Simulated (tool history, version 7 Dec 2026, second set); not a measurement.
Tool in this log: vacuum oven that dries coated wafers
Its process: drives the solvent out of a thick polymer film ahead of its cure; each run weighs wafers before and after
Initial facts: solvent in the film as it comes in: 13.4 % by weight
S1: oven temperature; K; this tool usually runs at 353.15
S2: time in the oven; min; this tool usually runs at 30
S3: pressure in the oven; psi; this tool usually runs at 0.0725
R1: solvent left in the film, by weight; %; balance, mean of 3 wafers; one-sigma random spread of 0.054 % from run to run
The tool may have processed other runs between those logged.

run,hour,S1,S2,S3,R1
1,0.0,353.15,30,0.0725,2.13
2,13.4,353.15,30,0.0725,2.06
3,28.1,353.15,30,0.0725,2.19
4,51.8,365.15,30,0.0725,0.71
5,70.4,365.15,18,0.0725,1.06
6,90.0,365.15,18,0.0725,1.06
7,113.4,365.15,18,0.0725,1.16
8,139.8,365.15,18,0.0740,1.11
9,156.1,350.15,30,0.0725,2.81
10,175.4,350.15,30,0.0725,2.75
11,192.8,353.15,30,0.0725,2.16
12,217.3,353.15,18,0.0725,3.66
13,231.6,353.15,30,0.0725,2.12
14,255.3,353.15,30,0.0725,2.18
15,275.8,353.15,30,0.0725,2.07
16,290.9,353.15,38,0.0725,1.59
17,304.5,353.15,38,0.0725,1.51
18,318.8,353.15,38,0.0725,1.60
19,334.0,353.15,38,0.0725,1.57
20,352.8,353.15,30,0.0725,2.01
21,370.9,353.15,30,0.0725,2.03
22,396.2,353.15,30,0.0725,2.13
23,420.6,353.15,30,0.0725,2.09
24,443.3,358.15,30,0.0725,1.26
# hour 460.0: oven's thermocouples calibrated
25,473.7,350.15,30,0.2180,4.64
26,496.9,351.15,41,0.0679,1.73
27,509.1,353.15,30,0.2733,4.37
28,534.8,353.15,29,0.2051,3.65
29,562.4,366.15,22,0.2296,2.09
30,576.4,353.15,30,0.0367,1.72
31,591.5,353.15,30,0.0367,1.67
32,614.8,347.15,22,0.0854,4.87

What will run 33 give?
33,634.6,356.15,30,0.0725,?

{"run 33": {"R1": 1.57}}
Were there no unlogged condition in the tool, this run, its random variation unchanged, would have produced R1 1.57 %.
